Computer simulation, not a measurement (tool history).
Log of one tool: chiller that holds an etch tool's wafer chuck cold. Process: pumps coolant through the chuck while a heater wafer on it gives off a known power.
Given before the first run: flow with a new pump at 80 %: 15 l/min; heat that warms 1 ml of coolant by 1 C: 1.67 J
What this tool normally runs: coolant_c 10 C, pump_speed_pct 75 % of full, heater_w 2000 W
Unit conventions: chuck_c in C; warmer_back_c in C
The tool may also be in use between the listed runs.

run     day  coolant_c  pump_speed_pct  heater_w  chuck_c  warmer_back_c
  1       0         10              75      2000     30.3           5.09
  2     0.9         10              75      2000     30.2           5.11
  3   1.858         10              75      2000     30.3           5.12
  4   2.417         10              75      2000     30.3            5.2
  5   3.271         10              75      2000     30.2           5.13
  6   3.971         10              75      2000     30.2           5.17
  7   4.679         18              75      2000     38.4           5.17
  8     5.7         18              75      1209     30.3            3.1
  9   6.767         10              75      1587     26.2           4.09
 10   7.879         10              75      1016     20.4           2.64
 11   9.071         16              75      2000     36.5           5.17
 12  10.162         16              75      2000     36.4           5.17
 13  10.888         10              75      2000     30.5           5.14
 14  12.083         10              75      2000     30.4           5.19
 15  12.954         10              61      2000     34.4           6.36
 16  13.871         10              75      2967     40.5           7.73
 17  14.592         10              75      2552     36.2           6.57
 18  15.108         11              67      2811     42.9            8.2
 19  16.012         11              67      2811     42.7           8.15
 20  16.946         11              63      1770     32.2           5.46
 21  17.512         11              63      1770     32.1            5.4
 22  18.358         11              63      1770     32.4           5.45
 23  19.121         19              95      1040     27.6           2.17
 24  20.275         12              80      2000     31.4           4.85
 25  21.096          6              90      2000     23.8           4.36
 26  21.829          3              88      1390     15.7           3.08
 27  22.371          3              88      1390     15.7           3.09
 28  23.258          4              75      2000     24.6            5.2
 29  23.979          9              75      2526     35.3           6.59
 30  24.742         10              94      1973     26.7           4.06
 31  25.696         11              83      2862     38.3           6.69

Each row is a separate what-if for the run after 31, all from the same tool condition, not one after another. Results?
  A  26.608         11              65      1388        ?              ?
  B  26.608         16              73      1787        ?              ?
  C  26.608         11              83      2329        ?              ?

run  chuck_c  warmer_back_c
  A     27.5           4.23
  B       35           4.74
  C     33.1           5.49
With the hidden condition removed and each run's random variation left untouched, the same runs would have given:
run  chuck_c  warmer_back_c
  A     25.6           4.16
  B     32.9           4.66
  C     30.6           5.39
